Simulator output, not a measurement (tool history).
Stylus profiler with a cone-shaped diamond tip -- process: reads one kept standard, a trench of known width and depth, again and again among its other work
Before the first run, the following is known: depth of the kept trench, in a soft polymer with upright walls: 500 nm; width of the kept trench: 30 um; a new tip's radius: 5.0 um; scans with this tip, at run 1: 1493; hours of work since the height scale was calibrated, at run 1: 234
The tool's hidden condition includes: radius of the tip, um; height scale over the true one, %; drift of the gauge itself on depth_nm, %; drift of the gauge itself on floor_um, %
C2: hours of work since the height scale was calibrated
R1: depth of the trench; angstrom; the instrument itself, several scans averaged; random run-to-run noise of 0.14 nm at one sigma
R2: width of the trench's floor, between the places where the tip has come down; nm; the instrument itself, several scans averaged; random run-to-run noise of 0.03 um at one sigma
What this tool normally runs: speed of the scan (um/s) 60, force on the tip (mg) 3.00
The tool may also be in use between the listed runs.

Run 1, day 0.000: usual settings; scans with this tip 1493; C2 234. Result: R1 5088.6 angstrom, R2 24940 nm.
Run 2, day 0.675: usual settings but speed of the scan (um/s) 69; scans with this tip 1542; C2 242. Result: R1 5084.5 angstrom, R2 24900 nm.
Run 3, day 1.338: usual settings but speed of the scan (um/s) 69; scans with this tip 1590; C2 249. Result: R1 5089.0 angstrom, R2 24880 nm.
Run 4, day 1.908: usual settings but speed of the scan (um/s) 69; scans with this tip 1632; C2 256. Result: R1 5086.1 angstrom, R2 24900 nm.
Run 5, day 2.338: usual settings but speed of the scan (um/s) 69, force on the tip (mg) 6.26; scans with this tip 1664; C2 260. Result: R1 5145.9 angstrom, R2 24990 nm.
Run 6, day 3.154: usual settings; scans with this tip 1723; C2 270. Result: R1 5089.6 angstrom, R2 24850 nm.
At day 3.233: height scale calibrated on a step standard.
Run 7, day 3.921: usual settings; scans with this tip 1777; C2 8. Result: R1 5086.2 angstrom, R2 24910 nm.
Run 8, day 4.458: usual settings; scans with this tip 1817; C2 14. Result: R1 5082.3 angstrom, R2 24890 nm.
Run 9, day 5.067: usual settings but speed of the scan (um/s) 178, force on the tip (mg) 3.51; scans with this tip 1861; C2 21. Result: R1 5093.2 angstrom, R2 24370 nm.
At day 5.162: height scale calibrated on a step standard, once more.
Run 10, day 5.825: usual settings but speed of the scan (um/s) 178, force on the tip (mg) 3.51; scans with this tip 1915; C2 8. Result: R1 5104.6 angstrom, R2 24370 nm.
Run 11, day 6.412: usual settings but speed of the scan (um/s) 103, force on the tip (mg) 6.46; scans with this tip 1958; C2 14. Result: R1 5160.1 angstrom, R2 24790 nm.
Run 12, day 7.154: usual settings but speed of the scan (um/s) 157, force on the tip (mg) 6.44; scans with this tip 2012; C2 23. Result: R1 5158.0 angstrom, R2 24600 nm.
Run 13, day 7.758: usual settings but speed of the scan (um/s) 137, force on the tip (mg) 1.22; scans with this tip 2056; C2 30. Result: R1 5051.7 angstrom, R2 24130 nm.
Run 14, day 8.496: usual settings but speed of the scan (um/s) 137, force on the tip (mg) 1.22; scans with this tip 2109; C2 38. Result: R1 5052.8 angstrom, R2 24100 nm.
Run 15, day 9.275: usual settings but speed of the scan (um/s) 98, force on the tip (mg) 1.51; scans with this tip 2166; C2 47. Result: R1 5058.5 angstrom, R2 24410 nm.

Predict each of these 5 candidate next runs independently; none follows another, all start after run 15:
Run A, day 10.092: usual settings but speed of the scan (um/s) 45, force on the tip (mg) 4.80; scans with this tip 2226; C2 56. Result: R1 ?, R2 ?.
Run B, day 10.092: usual settings but speed of the scan (um/s) 28, force on the tip (mg) 1.01; scans with this tip 2226; C2 56. Result: R1 ?, R2 ?.
Run C, day 10.092: usual settings but speed of the scan (um/s) 66, force on the tip (mg) 5.27; scans with this tip 2226; C2 56. Result: R1 ?, R2 ?.
Run D, day 10.092: usual settings but speed of the scan (um/s) 83, force on the tip (mg) 1.51; scans with this tip 2226; C2 56. Result: R1 ?, R2 ?.
Run E, day 10.092: usual settings but speed of the scan (um/s) 21, force on the tip (mg) 2.53; scans with this tip 2226; C2 56. Result: R1 ?, R2 ?.

run      R1     R2
  A  5128.4  24840
  B  5045.0  24840
  C  5138.4  24810
  D  5058.8  24480
  E  5085.1  24900
The same runs, with their run-to-run variation unchanged, on a tool lacking any hidden condition would have given:
run      R1     R2
  A  5129.3  25480
  B  5045.8  25470
  C  5139.3  25450
  D  5059.6  25120
  E  5086.0  25540
